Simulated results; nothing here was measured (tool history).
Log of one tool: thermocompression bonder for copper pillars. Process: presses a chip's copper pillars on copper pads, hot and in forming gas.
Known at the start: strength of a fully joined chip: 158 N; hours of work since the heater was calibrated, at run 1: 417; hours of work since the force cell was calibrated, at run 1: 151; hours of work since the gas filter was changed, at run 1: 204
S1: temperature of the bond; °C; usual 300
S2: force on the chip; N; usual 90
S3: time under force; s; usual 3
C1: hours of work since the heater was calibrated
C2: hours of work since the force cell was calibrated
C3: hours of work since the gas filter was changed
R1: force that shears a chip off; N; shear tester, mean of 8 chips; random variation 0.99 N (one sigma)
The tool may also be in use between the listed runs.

run   hour   S1   S2  S3   C1   C2   C3     R1
  1    0.0  300   90   3  417  151  204   78.3
  2   21.2  300   90   3  430  164  217   79.6
  3   30.0  300   90   3  436  169  223   79.2
  4   46.1  300   84   3  446  179  233   75.1
  5   59.7  300   84   3  454  188  241   74.3
  6   78.5  300   82   3  466  200  253   72.2
  7   92.2  300   82   3  475  208  261   72.1
  8  103.9  300   82   3  482  215  269   72.2
  9  122.8  300   82   3  494  227  281   72.3
 10  143.8  300   90   8  507  240  294  104.4
 11  164.9  300   90   8  520  254  307  105.0
 12  177.0  300   90   2  528  261  314   67.8
 13  188.5  322   90   2  535  268  322   83.6
 14  203.7  322   90   2  544  278  331   82.7
 15  221.7  322   90   2  556  289  342   81.2
 16  237.3  322   90   2  565  299  352   80.9
 17  258.3  322   90   2  578  312  365   81.9
 18  273.4  300   99   3  588  321  375   85.6
 19  290.0  300   90   3  598  332  385   76.4
 20  305.5  300   90   3  608  341  395   76.3
 21  324.0  300   90   3  620  353  406   77.2
 22  333.9  284   90   3  626  359  412   65.5
 23  352.0  284   90   3  637  370  424   63.8
 24  370.5  313  121   3  649  382  435  105.9
 25  387.9  313  121   3  659  393  446  106.1
 26  402.6  301   90   2  669  402  455   67.3
 27  415.0  301   90   2  676  410  463   67.4
 28  429.5  300   83   6  685  419  472   90.8
 29  441.9  300   83   6  693  427  480   88.7
 30  459.1  295   56   3  704  437  491   44.0
     468.1  -- forming gas filter changed
 31  479.7  295   56   3  717  450    7   46.4
 32  499.7  285   56   5  729  462   20   51.6
 33  513.6  309   56   3  738  471   28   54.2
 34  527.3  309   56   3  746  480   37   53.6
 35  539.0  285   64   5  754  487   44   58.3
 36  547.6  304   58   8  759  492   50   76.1
 37  560.7  304   58   8  767  501   58   76.1
 38  580.0  319   65   2  779  513   70   58.4
 39  593.9  280   74   2  788  521   79   44.8
 40  608.8  296   66   3  797  531   88   56.0

4 ways to go on from here, each from the tool as it stands after run 40. What would each give?
  A  621.1  313  131   4  805  538  96   ?
  B  621.1  309   67   8  805  538  96   ?
  C  621.1  305   92   4  805  538  96   ?
  D  621.1  315  108   4  805  538  96   ?

run     R1
  A  125.9
  B   91.2
  C   93.2
  D  113.3
Without the tool's hidden state the same runs would have given:
run     R1
  A  131.9
  B   97.7
  C   99.8
  D  119.7

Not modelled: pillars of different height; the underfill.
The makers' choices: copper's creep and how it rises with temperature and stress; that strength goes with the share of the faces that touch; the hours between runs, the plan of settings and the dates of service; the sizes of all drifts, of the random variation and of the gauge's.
